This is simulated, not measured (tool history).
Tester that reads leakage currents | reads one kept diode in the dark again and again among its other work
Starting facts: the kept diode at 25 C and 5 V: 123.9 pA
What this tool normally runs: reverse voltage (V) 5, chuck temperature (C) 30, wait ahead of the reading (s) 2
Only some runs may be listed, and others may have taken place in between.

run	day	reverse voltage (V)	chuck temperature (C)	wait ahead of the reading (s)	current that the tester gives (pA)
1	0	5	30	2	213.12
2	0.95	5	30	2	213.04
3	2.521	5	30	2	213.33
4	3.85	5	30	2	214.74
5	5.279	5	30	1	215.3
6	6.962	5	30	1	216.27
7	7.704	5	35	1	328.18
8	8.983	5	21	2	101.33
9	10.275	5	21	2	101.45
10	11.467	5	30	5.86	214.43
11	12.192	5	30	2	216.78
12	13.433	5	30	2	216.4
13	14.175	5	30	3.94	218.18
14	15.5	5	30	2	218.84
15	17.121	5	30	2	218.7
# day 17.333: chuck's temperature calibrated
16	18.229	5	30	0.7	224.13
17	19.788	5	30	4.18	224.66
18	20.529	5	30	4.18	224.07
19	21.312	5	30	4.18	222.5
20	22.75	5	30	4.18	225.31
# day 23.554: chuck's temperature calibrated, once more
21	24.192	5	30	4.18	201.51
22	25.788	5	30	4.18	202.32
23	26.754	5	39	2.09	421.82
24	28.438	12.18	21	2	161.73
25	29.342	12.18	21	2	161.21
26	31.038	12.18	23	0.79	191.97
27	31.975	5	30	0.34	207.97
28	32.854	5	30	0.34	209.09
29	34.221	5.76	39	0.34	464.27
30	35.742	5.76	39	0.34	463.8
31	36.779	5.76	39	0.34	465.84
# day 37.596: probe card cleaned and baked
32	38.221	3.74	39	1.81	357.92
33	39.771	1.9	39	2	254.25
34	40.608	5	45	2.78	673.24
35	42.004	5	45	2.78	671.67
36	43.575	2.14	45	2.78	438.82
37	45.204	5	55	1.51	1449.68
38	46.208	3.22	55	1.51	1157.87
39	47.571	5.52	41	0.39	524.67
40	48.258	2.61	26	1.28	101.29
41	49.562	2.61	26	1.28	101.4

Below are 3 alternative next runs, each starting from the tool's condition after run 41. Predict each:
A	50.367	16.09	26	1.28	?
B	50.367	5	44	1.64	?
C	50.367	7.7	26	1.28	?

run	current that the tester gives (pA)
A	261.32
B	628.53
C	177.6
The same runs, with their run-to-run variation unchanged, on a tool lacking any hidden condition would have given:
run	current that the tester gives (pA)
A	249.24
B	612.06
C	170.43

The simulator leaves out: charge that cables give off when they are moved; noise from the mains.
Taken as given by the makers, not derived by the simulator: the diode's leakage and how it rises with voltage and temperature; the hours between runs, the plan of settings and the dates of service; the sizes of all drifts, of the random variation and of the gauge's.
